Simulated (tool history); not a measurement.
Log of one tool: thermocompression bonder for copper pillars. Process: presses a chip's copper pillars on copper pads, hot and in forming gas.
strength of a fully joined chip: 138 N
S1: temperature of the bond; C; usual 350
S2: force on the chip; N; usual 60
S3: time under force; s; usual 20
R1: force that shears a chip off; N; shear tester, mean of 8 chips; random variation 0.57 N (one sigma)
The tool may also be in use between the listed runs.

| run | hour | S1 | S2 | S3 | R1 |
|---|---|---|---|---|---|
| 1 | 0.0 | 350 | 60 | 20 | 78.0 |
| 2 | 21.9 | 350 | 60 | 20 | 77.8 |
| 3 | 39.0 | 350 | 60 | 20 | 77.7 |
| 4 | 63.3 | 350 | 38 | 20 | 64.3 |
| 5 | 78.4 | 350 | 60 | 20 | 77.8 |
| 6 | 104.3 | 368 | 60 | 20 | 92.3 |
| 7 | 133.1 | 378 | 60 | 20 | 100.0 |
| 8 | 158.7 | 369 | 43 | 24 | 87.6 |
| 9 | 175.2 | 347 | 51 | 26 | 75.6 |
| 10 | 195.4 | 347 | 51 | 26 | 76.7 |
| 11 | 221.1 | 352 | 51 | 20 | 73.7 |

Forecast each of these 3 alternatives for the next run:
| A | 251.4 | 352 | 42 | 20 | ? |
| B | 251.4 | 352 | 38 | 17 | ? |
| C | 251.4 | 337 | 46 | 26 | ? |

| run | R1 |
|---|---|
| A | 68.6 |
| B | 61.4 |
| C | 64.7 |
Without the tool's hidden state the same runs would have given:
| run | R1 |
|---|---|
| A | 68.3 |
| B | 61.2 |
| C | 64.5 |
